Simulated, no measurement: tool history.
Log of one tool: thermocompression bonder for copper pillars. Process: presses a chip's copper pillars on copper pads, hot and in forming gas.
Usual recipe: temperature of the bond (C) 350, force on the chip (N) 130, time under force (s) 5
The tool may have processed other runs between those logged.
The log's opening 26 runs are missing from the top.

| run | hour | temperature of the bond (C) | force on the chip (N) | time under force (s) | hours of work since the heater was calibrated | hours of work since the force cell was calibrated | hours of work since the gas filter was changed | force that shears a chip off (N) |
|---|---|---|---|---|---|---|---|---|
| 27 | 221.6 | 359 | 85 | 3 | 151 | 297 | 122 | 51.4 |
| 28 | 229.1 | 359 | 85 | 3 | 154 | 300 | 125 | 53.1 |
| 29 | 234.5 | 350 | 130 | 9 | 157 | 302 | 128 | 78.6 |
| 30 | 245.6 | 350 | 130 | 9 | 162 | 307 | 133 | 79.6 |
| 31 | 256.7 | 325 | 99 | 8 | 167 | 312 | 138 | 58.9 |
| 32 | 267.9 | 379 | 99 | 8 | 172 | 317 | 143 | 82.7 |
| 33 | 274.6 | 328 | 160 | 8 | 175 | 320 | 146 | 72.0 |
| 34 | 284.4 | 328 | 160 | 8 | 179 | 325 | 150 | 70.2 |
| 35 | 292.1 | 338 | 163 | 14 | 183 | 328 | 154 | 87.0 |

What if the next run were any one of these 3? Each begins from the tool's condition after run 35:
| A | 302.5 | 368 | 163 | 13 | 187 | 333 | 159 | ? |
| B | 302.5 | 367 | 169 | 14 | 187 | 333 | 159 | ? |
| C | 302.5 | 371 | 88 | 14 | 187 | 333 | 159 | ? |

| run | force that shears a chip off (N) |
|---|---|
| A | 96.0 |
| B | 97.1 |
| C | 87.3 |
Without the tool's unlogged condition, the same runs would have read:
| run | force that shears a chip off (N) |
|---|---|
| A | 96.2 |
| B | 97.3 |
| C | 87.5 |

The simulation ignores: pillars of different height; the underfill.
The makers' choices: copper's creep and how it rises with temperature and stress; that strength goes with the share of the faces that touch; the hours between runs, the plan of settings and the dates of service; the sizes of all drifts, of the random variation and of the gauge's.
